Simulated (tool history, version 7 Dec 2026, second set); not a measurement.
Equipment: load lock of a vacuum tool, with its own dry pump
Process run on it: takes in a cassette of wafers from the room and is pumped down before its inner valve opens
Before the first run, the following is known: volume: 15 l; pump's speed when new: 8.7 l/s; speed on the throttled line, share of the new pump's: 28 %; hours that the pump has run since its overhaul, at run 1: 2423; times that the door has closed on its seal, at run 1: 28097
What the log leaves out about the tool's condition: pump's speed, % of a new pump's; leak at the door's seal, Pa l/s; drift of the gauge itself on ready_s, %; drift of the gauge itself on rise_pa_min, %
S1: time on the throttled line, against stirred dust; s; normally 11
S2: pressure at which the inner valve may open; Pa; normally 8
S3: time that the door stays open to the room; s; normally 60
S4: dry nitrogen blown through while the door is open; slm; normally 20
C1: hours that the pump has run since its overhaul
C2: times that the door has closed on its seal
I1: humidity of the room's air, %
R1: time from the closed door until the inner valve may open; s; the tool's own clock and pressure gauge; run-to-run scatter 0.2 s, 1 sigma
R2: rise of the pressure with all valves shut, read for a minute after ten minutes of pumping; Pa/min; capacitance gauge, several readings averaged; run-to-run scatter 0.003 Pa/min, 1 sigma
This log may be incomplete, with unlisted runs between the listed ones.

Run 1, day 0: usual settings; C1 2423; C2 28097; I1 43.9. Result: R1 25 s, R2 0.635 Pa/min.
Run 2, day 8.167: usual settings; C1 2619; C2 28748; I1 45.6. Result: R1 24.6 s, R2 0.658 Pa/min.
Run 3, day 16.454: usual settings; C1 2818; C2 29409; I1 45.6. Result: R1 24.8 s, R2 0.679 Pa/min.
Run 4, day 21.821: usual settings; C1 2947; C2 29838; I1 42.6. Result: R1 24.6 s, R2 0.692 Pa/min.
Run 5, day 31.288: usual settings but S4 9 slm; C1 3174; C2 30592; I1 44.1. Result: R1 24.9 s, R2 0.724 Pa/min.
Run 6, day 38.433: usual settings but S4 9 slm; C1 3345; C2 31162; I1 43.6. Result: R1 24.8 s, R2 0.757 Pa/min.
At day 39.821: door's seal changed, seat wiped.
Run 7, day 49.496: usual settings but S4 9 slm; C1 3609; C2 772; I1 44.3. Result: R1 24.6 s, R2 0.068 Pa/min.
Run 8, day 55.55: usual settings but S4 9 slm; C1 3755; C2 1255; I1 44.8. Result: R1 25.2 s, R2 0.068 Pa/min.
Run 9, day 66.6: usual settings but S4 9 slm; C1 4020; C2 2136; I1 42.5. Result: R1 25 s, R2 0.07 Pa/min.
Run 10, day 72.942: usual settings but S3 50 s; C1 4172; C2 2642; I1 46.7. Result: R1 24.9 s, R2 0.069 Pa/min.
Run 11, day 80.338: usual settings but S3 50 s; C1 4350; C2 3231; I1 42.9. Result: R1 25.4 s, R2 0.068 Pa/min.
Run 12, day 90.592: usual settings but S3 50 s; C1 4596; C2 4049; I1 41.2. Result: R1 25.3 s, R2 0.075 Pa/min.
Run 13, day 100.9: usual settings but S2 11 Pa; C1 4843; C2 4871; I1 45.7. Result: R1 24.3 s, R2 0.091 Pa/min.
Run 14, day 112.192: usual settings but S3 147 s; C1 5114; C2 5772; I1 43. Result: R1 24.9 s, R2 0.121 Pa/min.
Run 15, day 120.933: usual settings but S3 147 s; C1 5324; C2 6470; I1 46.4. Result: R1 25.2 s, R2 0.14 Pa/min.
Run 16, day 130.271: usual settings but S3 155 s; C1 5548; C2 7214; I1 45.4. Result: R1 25.1 s, R2 0.151 Pa/min.
Run 17, day 137.196: usual settings but S3 155 s; C1 5714; C2 7766; I1 42.4. Result: R1 25.4 s, R2 0.154 Pa/min.
Run 18, day 146.275: usual settings but S3 155 s; C1 5932; C2 8491; I1 46.3. Result: R1 25.3 s, R2 0.175 Pa/min.
Run 19, day 155.642: usual settings but S3 155 s; C1 6157; C2 9238; I1 44.5. Result: R1 25.2 s, R2 0.175 Pa/min.
Run 20, day 163.092: usual settings but S3 80 s, S4 37 slm; C1 6336; C2 9832; I1 45. Result: R1 25.1 s, R2 0.155 Pa/min.
Run 21, day 173.483: usual settings but S3 80 s, S4 37 slm; C1 6585; C2 10661; I1 48. Result: R1 25.3 s, R2 0.171 Pa/min.
Run 22, day 184.246: usual settings but S3 80 s, S4 37 slm; C1 6843; C2 11519; I1 47.4. Result: R1 25.3 s, R2 0.182 Pa/min.
Run 23, day 195.729: usual settings but S3 80 s, S4 37 slm; C1 7119; C2 12435; I1 46. Result: R1 25.2 s, R2 0.205 Pa/min.
Run 24, day 206.008: usual settings but S2 11 Pa, S3 80 s, S4 6 slm; C1 7366; C2 13255; I1 42.2. Result: R1 24.8 s, R2 0.243 Pa/min.
Run 25, day 216.204: usual settings but S2 11 Pa, S3 80 s, S4 6 slm; C1 7610; C2 14068; I1 46.8. Result: R1 24.9 s, R2 0.269 Pa/min.
Run 26, day 222.5: usual settings but S2 13 Pa, S3 41 s, S4 11 slm; C1 7762; C2 14570; I1 44.5. Result: R1 24.5 s, R2 0.246 Pa/min.
Run 27, day 229.992: usual settings but S2 13 Pa, S3 41 s, S4 11 slm; C1 7941; C2 15168; I1 46.7. Result: R1 24.6 s, R2 0.26 Pa/min.
Run 28, day 240.804: usual settings but S4 11 slm; C1 8201; C2 16030; I1 45.5. Result: R1 25.5 s, R2 0.289 Pa/min.
Run 29, day 248.296: usual settings but S4 25 slm; C1 8381; C2 16627; I1 46.3. Result: R1 26.1 s, R2 0.286 Pa/min.
Run 30, day 254.579: usual settings but S3 31 s, S4 25 slm; C1 8531; C2 17129; I1 47.2. Result: R1 25.3 s, R2 0.294 Pa/min.
Run 31, day 263.804: usual settings but S3 31 s, S4 25 slm; C1 8753; C2 17864; I1 43.7. Result: R1 25.7 s, R2 0.307 Pa/min.
Run 32, day 269.475: usual settings but S1 18 s, S2 12 Pa, S3 156 s; C1 8889; C2 18317; I1 45.3. Result: R1 29.3 s, R2 0.364 Pa/min.
Run 33, day 276.992: usual settings but S1 18 s, S2 12 Pa, S3 156 s; C1 9069; C2 18916; I1 46.7. Result: R1 29.4 s, R2 0.379 Pa/min.
Run 34, day 282.008: usual settings but S1 18 s, S2 12 Pa, S3 156 s; C1 9190; C2 19316; I1 42.7. Result: R1 29.7 s, R2 0.382 Pa/min.
Run 35, day 293.312: usual settings but S1 18 s, S2 12 Pa, S3 156 s; C1 9461; C2 20218; I1 47.5. Result: R1 29.9 s, R2 0.415 Pa/min.
Run 36, day 304.258: usual settings but S1 18 s, S2 12 Pa, S3 156 s; C1 9724; C2 21091; I1 46.7. Result: R1 29.8 s, R2 0.438 Pa/min.
Run 37, day 312.033: usual settings but S1 18 s, S2 12 Pa, S3 156 s; C1 9910; C2 21711; I1 43.1. Result: R1 29.7 s, R2 0.446 Pa/min.
Run 38, day 321.758: usual settings but S1 21 s, S4 4 slm; C1 10144; C2 22486; I1 45.3. Result: R1 32.5 s, R2 0.465 Pa/min.

Here are 3 independent what-if runs from the current tool condition. What would each one return?
Run A, day 332.167: usual settings but S1 7 s, S4 4 slm; C1 10394; C2 23317; I1 44.7. Result: R1 ?, R2 ?.
Run B, day 332.167: usual settings but S1 21 s, S2 9 Pa, S4 4 slm; C1 10394; C2 23317; I1 45.8. Result: R1 ?, R2 ?.
Run C, day 332.167: usual settings but S4 33 slm; C1 10394; C2 23317; I1 44.3. Result: R1 ?, R2 ?.

run    R1     R2
  A  23.7  0.486
  B  32.7  0.505
  C  25.9  0.452
The same runs, with their run-to-run variation unchanged, on a tool lacking any hidden condition would have given:
run    R1     R2
  A  22.1  0.064
  B  31.5  0.075
  C  24.3   0.03
